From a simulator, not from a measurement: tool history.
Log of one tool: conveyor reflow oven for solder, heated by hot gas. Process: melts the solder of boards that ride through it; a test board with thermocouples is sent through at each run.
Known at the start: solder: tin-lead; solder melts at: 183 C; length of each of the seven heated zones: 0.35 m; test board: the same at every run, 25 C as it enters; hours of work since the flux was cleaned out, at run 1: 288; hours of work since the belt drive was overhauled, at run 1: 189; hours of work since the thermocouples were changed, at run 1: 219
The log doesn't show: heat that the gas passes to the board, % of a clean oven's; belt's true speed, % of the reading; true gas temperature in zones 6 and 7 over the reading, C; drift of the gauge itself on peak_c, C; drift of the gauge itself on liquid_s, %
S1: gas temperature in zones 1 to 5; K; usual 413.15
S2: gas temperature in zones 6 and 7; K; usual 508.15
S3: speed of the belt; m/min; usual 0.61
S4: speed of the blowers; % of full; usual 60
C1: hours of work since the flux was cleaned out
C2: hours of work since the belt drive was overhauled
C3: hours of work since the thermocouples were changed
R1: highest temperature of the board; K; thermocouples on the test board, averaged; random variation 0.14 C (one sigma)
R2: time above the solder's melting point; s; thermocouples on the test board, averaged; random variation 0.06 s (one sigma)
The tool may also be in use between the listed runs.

run 1 hour=0 | S1=413.15 S2=508.15 S3=0.61 S4=60 | C1=288 C2=189 C3=219 | R1=491.85 R2=53.64
run 2 hour=6.3 | S1=408.15 S2=508.15 S3=0.61 S4=60 | C1=293 C2=194 C3=224 | R1=491.05 R2=51.46
run 3 hour=10.5 | S1=408.15 S2=508.15 S3=0.61 S4=60 | C1=296 C2=197 C3=227 | R1=491.05 R2=51.46
run 4 hour=16.7 | S1=408.15 S2=508.15 S3=0.61 S4=60 | C1=301 C2=202 C3=232 | R1=491.05 R2=51.24
run 5 hour=26 | S1=408.15 S2=508.15 S3=0.61 S4=60 | C1=308 C2=210 C3=239 | R1=491.25 R2=51.43
run 6 hour=30.4 | S1=408.15 S2=508.15 S3=0.61 S4=60 | C1=312 C2=213 C3=243 | R1=491.05 R2=51.31
run 7 hour=38.7 | S1=408.15 S2=508.15 S3=0.61 S4=60 | C1=318 C2=219 C3=249 | R1=491.05 R2=51.4
run 8 hour=45.6 | S1=408.15 S2=508.15 S3=0.61 S4=60 | C1=323 C2=225 C3=254 | R1=490.85 R2=51.29
run 9 hour=51.1 | S1=408.15 S2=508.15 S3=0.61 S4=60 | C1=328 C2=229 C3=259 | R1=490.75 R2=51.26
run 10 hour=56.5 | S1=408.15 S2=508.15 S3=0.61 S4=60 | C1=332 C2=233 C3=263 | R1=490.85 R2=51.28
run 11 hour=65.4 | S1=405.15 S2=508.15 S3=0.61 S4=60 | C1=339 C2=240 C3=270 | R1=490.25 R2=50.1
run 12 hour=70.3 | S1=413.15 S2=508.15 S3=0.61 S4=60 | C1=343 C2=244 C3=274 | R1=491.65 R2=53.49
run 13 hour=74.6 | S1=413.15 S2=508.15 S3=0.61 S4=60 | C1=346 C2=248 C3=277 | R1=491.65 R2=53.45
run 14 hour=80.4 | S1=413.15 S2=508.15 S3=0.61 S4=60 | C1=351 C2=252 C3=282 | R1=491.75 R2=53.44
-- hour=85.1 belt drive overhauled, speed set with a stopwatch
run 15 hour=89.3 | S1=413.15 S2=508.15 S3=0.61 S4=60 | C1=354 C2=3 C3=285 | R1=491.55 R2=53.41

Run 16 comes next. What will it give?
run 16 hour=93.7 | S1=427.15 S2=508.15 S3=0.61 S4=60 | C1=358 C2=7 C3=289 | R1=? R2=?

{"run 16": {"R1": 493.85, "R2": 60}}
Without the tool's hidden state the same run would have given R1 496.15 K, R2 61.19 s.
